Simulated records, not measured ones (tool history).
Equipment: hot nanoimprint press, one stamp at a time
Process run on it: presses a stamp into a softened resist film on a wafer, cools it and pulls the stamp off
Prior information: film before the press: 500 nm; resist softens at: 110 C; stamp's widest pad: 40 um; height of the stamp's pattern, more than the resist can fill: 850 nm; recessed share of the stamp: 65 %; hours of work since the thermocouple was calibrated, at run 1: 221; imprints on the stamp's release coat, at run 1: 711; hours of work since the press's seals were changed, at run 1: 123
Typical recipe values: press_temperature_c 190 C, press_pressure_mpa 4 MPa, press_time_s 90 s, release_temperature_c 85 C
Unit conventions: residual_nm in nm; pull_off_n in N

run,hour,press_temperature_c,press_pressure_mpa,press_time_s,release_temperature_c,hours of work since the thermocouple was calibrated,imprints on the stamp's release coat,hours of work since the press's seals were changed,residual_nm,pull_off_n
1,0,190,4,90,85,221,711,123,181.9,114
2,10.8,190,4,90,85,226,733,129,181.9,113
3,17.4,190,4,90,85,230,747,132,182.1,114
4,24.8,190,4,90,85,233,762,135,181.6,114
5,30.5,190,3.37,90,85,236,774,138,200.1,113
6,38,190,4,90,87,240,790,142,183,107
7,44,190,4,90,85,243,802,145,183.4,115
8,53.3,190,4,90,85,247,821,149,182.6,111
9,61.4,190,4,90,85,251,838,153,183.7,111
10,69.3,190,4,90,85,255,854,157,183.1,111
11,77.4,190,4,90,85,259,871,161,182.5,110
12,85.7,190,4,138,85,263,888,165,156,113
13,91.6,190,4,138,85,266,900,168,156.6,113
14,102.5,190,4,63,85,271,923,173,209.5,115
15,111.9,190,4,63,85,276,942,178,210.4,111
16,121.2,190,2.54,100,72,280,961,182,225.7,123
17,125.7,190,2.54,100,72,282,971,184,226.2,122
18,133,198,6.19,127,88,286,986,188,98.3,114
19,140.9,195,3.74,67,82,290,1002,192,183.7,108
20,148.4,195,3.74,67,82,293,1017,195,184.3,114
# hour 156.7: gauge calibrated
21,157.4,195,3.74,67,82,298,1036,200,181.2,115
22,163,195,3.74,179,89,300,1048,202,124.5,107
23,171.1,195,3.74,179,89,304,1064,206,124.7,110
24,177.5,195,4.47,179,92,307,1078,209,112.4,107
25,185.5,201,6.3,179,83,311,1094,213,76.9,116
26,192.6,190,6.01,51,73,315,1109,217,180.9,118
27,198,190,6.01,78,74,317,1120,219,152.9,120
28,204.5,190,5.07,65,85,321,1133,223,180.9,108
29,210.8,190,4,93,90,324,1146,226,181.3,108
30,217.1,200,3.48,139,91,327,1159,229,124.9,110

Measured less the same run without the tool's hidden state. The same run-to-run variation is in both; the gauge's scatter may not be:
The tool's hidden condition here consists of: true temperature over the reading, C; pressure that arrives at the usual setting, %; grip of the stamp's worn release coat, % over a new coat's; drift of the gauge itself on residual_nm, %; drift of the gauge itself on pull_off_n, %.
run,residual_nm
1,+0.1
2,+0.4
3,+0.6
4,+0.7
5,+0.9
6,+1
7,+1.2
8,+1.3
9,+1.6
10,+1.8
11,+1.9
12,+1.8
13,+1.9
14,+2.8
15,+3.1
16,+3.6
17,+3.7
18,+1.7
19,+3.4
20,+3.5
21,+0.2
22,+0.2
23,+0.4
24,+0.4
25,+0.4
26,+1
27,+1
28,+1.3
29,+1.5
30,+1.1
pull_off_n without the hidden state stays within 1 N of what was measured, in all runs.

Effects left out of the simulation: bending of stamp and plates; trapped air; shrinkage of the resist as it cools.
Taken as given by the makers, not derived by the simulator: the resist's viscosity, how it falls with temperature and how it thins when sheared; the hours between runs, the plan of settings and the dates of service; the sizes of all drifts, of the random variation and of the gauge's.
